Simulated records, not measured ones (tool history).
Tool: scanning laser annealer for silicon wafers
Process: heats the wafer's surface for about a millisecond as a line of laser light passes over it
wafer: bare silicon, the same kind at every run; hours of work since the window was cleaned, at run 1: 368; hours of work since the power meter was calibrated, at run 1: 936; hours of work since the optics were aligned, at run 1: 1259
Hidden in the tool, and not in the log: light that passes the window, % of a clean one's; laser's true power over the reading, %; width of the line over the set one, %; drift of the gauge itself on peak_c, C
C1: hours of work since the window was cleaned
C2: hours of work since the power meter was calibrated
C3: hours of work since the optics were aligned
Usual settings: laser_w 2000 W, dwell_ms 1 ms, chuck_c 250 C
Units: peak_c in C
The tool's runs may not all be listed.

run 1 hour=0 | laser_w=2000 dwell_ms=1 chuck_c=250 | C1=368 C2=936 C3=1259 | peak_c=1022
run 2 hour=37.7 | laser_w=2000 dwell_ms=1 chuck_c=250 | C1=385 C2=953 C3=1276 | peak_c=1019
run 3 hour=79.9 | laser_w=2000 dwell_ms=1 chuck_c=250 | C1=404 C2=972 C3=1295 | peak_c=1019
run 4 hour=128.7 | laser_w=2000 dwell_ms=1 chuck_c=250 | C1=426 C2=994 C3=1317 | peak_c=1019
run 5 hour=156.5 | laser_w=2000 dwell_ms=1 chuck_c=254 | C1=439 C2=1007 C3=1329 | peak_c=1026
run 6 hour=198.7 | laser_w=2000 dwell_ms=1 chuck_c=250 | C1=458 C2=1026 C3=1348 | peak_c=1016
run 7 hour=221 | laser_w=2176 dwell_ms=1 chuck_c=250 | C1=468 C2=1036 C3=1358 | peak_c=1083
run 8 hour=261.6 | laser_w=2176 dwell_ms=1 chuck_c=250 | C1=486 C2=1054 C3=1377 | peak_c=1084
run 9 hour=308.8 | laser_w=2119 dwell_ms=1 chuck_c=250 | C1=508 C2=1076 C3=1398 | peak_c=1061
run 10 hour=346.4 | laser_w=2119 dwell_ms=1 chuck_c=250 | C1=524 C2=1093 C3=1415 | peak_c=1061
run 11 hour=386.1 | laser_w=2119 dwell_ms=1 chuck_c=250 | C1=542 C2=1110 C3=1433 | peak_c=1062
run 12 hour=428.8 | laser_w=2000 dwell_ms=1 chuck_c=250 | C1=562 C2=1130 C3=1452 | peak_c=1014
run 13 hour=467.1 | laser_w=2000 dwell_ms=1 chuck_c=250 | C1=579 C2=1147 C3=1469 | peak_c=1011
run 14 hour=496.6 | laser_w=2000 dwell_ms=0.94 chuck_c=250 | C1=592 C2=1160 C3=1483 | peak_c=993
run 15 hour=533.9 | laser_w=2000 dwell_ms=0.94 chuck_c=218 | C1=609 C2=1177 C3=1499 | peak_c=957
run 16 hour=556.6 | laser_w=2000 dwell_ms=0.94 chuck_c=218 | C1=619 C2=1187 C3=1510 | peak_c=957
run 17 hour=591.9 | laser_w=2000 dwell_ms=0.94 chuck_c=218 | C1=635 C2=1203 C3=1526 | peak_c=957
run 18 hour=634.4 | laser_w=2000 dwell_ms=0.94 chuck_c=218 | C1=654 C2=1222 C3=1545 | peak_c=956
run 19 hour=663.8 | laser_w=2000 dwell_ms=0.88 chuck_c=250 | C1=668 C2=1236 C3=1558 | peak_c=967
run 20 hour=691.1 | laser_w=2000 dwell_ms=0.88 chuck_c=250 | C1=680 C2=1248 C3=1570 | peak_c=967
run 21 hour=724.7 | laser_w=2000 dwell_ms=0.89 chuck_c=250 | C1=695 C2=1263 C3=1586 | peak_c=968
run 22 hour=747.4 | laser_w=1868 dwell_ms=1.12 chuck_c=277 | C1=705 C2=1273 C3=1596 | peak_c=1019
run 23 hour=769.4 | laser_w=1868 dwell_ms=1.12 chuck_c=277 | C1=715 C2=1283 C3=1606 | peak_c=1015
run 24 hour=822.9 | laser_w=1868 dwell_ms=1.12 chuck_c=277 | C1=739 C2=1307 C3=1630 | peak_c=1020
run 25 hour=852.4 | laser_w=1868 dwell_ms=1.12 chuck_c=277 | C1=753 C2=1321 C3=1643 | peak_c=1017
run 26 hour=905 | laser_w=1868 dwell_ms=1.12 chuck_c=277 | C1=776 C2=1344 C3=1667 | peak_c=1016
run 27 hour=946.3 | laser_w=1704 dwell_ms=1.11 chuck_c=252 | C1=795 C2=1363 C3=1685 | peak_c=918
run 28 hour=996 | laser_w=1704 dwell_ms=0.81 chuck_c=252 | C1=817 C2=1385 C3=1708 | peak_c=835
run 29 hour=1037.8 | laser_w=2000 dwell_ms=0.79 chuck_c=250 | C1=836 C2=1404 C3=1727 | peak_c=928
-- hour=1045.4 optics aligned, line set to its width
run 30 hour=1074.9 | laser_w=1830 dwell_ms=0.79 chuck_c=242 | C1=851 C2=1419 C3=13 | peak_c=874
run 31 hour=1109.5 | laser_w=1830 dwell_ms=0.79 chuck_c=242 | C1=866 C2=1434 C3=29 | peak_c=871
-- hour=1116.4 window over the wafer cleaned
run 32 hour=1139.4 | laser_w=2026 dwell_ms=0.8 chuck_c=273 | C1=10 C2=1447 C3=41 | peak_c=1010
run 33 hour=1189 | laser_w=2026 dwell_ms=0.8 chuck_c=273 | C1=33 C2=1469 C3=64 | peak_c=1009
run 34 hour=1225 | laser_w=1965 dwell_ms=0.8 chuck_c=241 | C1=49 C2=1486 C3=80 | peak_c=952
run 35 hour=1277.4 | laser_w=2000 dwell_ms=0.86 chuck_c=270 | C1=73 C2=1509 C3=104 | peak_c=1018
run 36 hour=1310.5 | laser_w=1815 dwell_ms=0.75 chuck_c=211 | C1=87 C2=1524 C3=119 | peak_c=847
run 37 hour=1340.7 | laser_w=1955 dwell_ms=1 chuck_c=226 | C1=101 C2=1538 C3=132 | peak_c=1007
run 38 hour=1376.9 | laser_w=2000 dwell_ms=1.13 chuck_c=273 | C1=117 C2=1554 C3=149 | peak_c=1110
run 39 hour=1402.2 | laser_w=2000 dwell_ms=1.13 chuck_c=273 | C1=129 C2=1566 C3=160 | peak_c=1108
run 40 hour=1440.8 | laser_w=2000 dwell_ms=0.99 chuck_c=215 | C1=146 C2=1583 C3=177 | peak_c=1004
run 41 hour=1491.4 | laser_w=1721 dwell_ms=1.04 chuck_c=246 | C1=169 C2=1606 C3=200 | peak_c=942
run 42 hour=1539.7 | laser_w=1721 dwell_ms=1.04 chuck_c=246 | C1=191 C2=1628 C3=222 | peak_c=938

Measured less the same run without the tool's hidden state. The same run-to-run variation is in both; the gauge's scatter may not be:
run=1 peak_c=-31
run=2 peak_c=-32
run=3 peak_c=-32
run=4 peak_c=-34
run=5 peak_c=-34
run=6 peak_c=-35
run=7 peak_c=-39
run=8 peak_c=-40
run=9 peak_c=-40
run=10 peak_c=-41
run=11 peak_c=-42
run=12 peak_c=-40
run=13 peak_c=-41
run=14 peak_c=-40
run=15 peak_c=-41
run=16 peak_c=-41
run=17 peak_c=-42
run=18 peak_c=-44
run=19 peak_c=-43
run=20 peak_c=-44
run=21 peak_c=-44
run=22 peak_c=-46
run=23 peak_c=-47
run=24 peak_c=-48
run=25 peak_c=-48
run=26 peak_c=-49
run=27 peak_c=-46
run=28 peak_c=-41
run=29 peak_c=-48
run=30 peak_c=-31
run=31 peak_c=-31
run=32 peak_c=-1
run=33 peak_c=-2
run=34 peak_c=-3
run=35 peak_c=-4
run=36 peak_c=-4
run=37 peak_c=-6
run=38 peak_c=-7
run=39 peak_c=-8
run=40 peak_c=-8
run=41 peak_c=-8
run=42 peak_c=-9
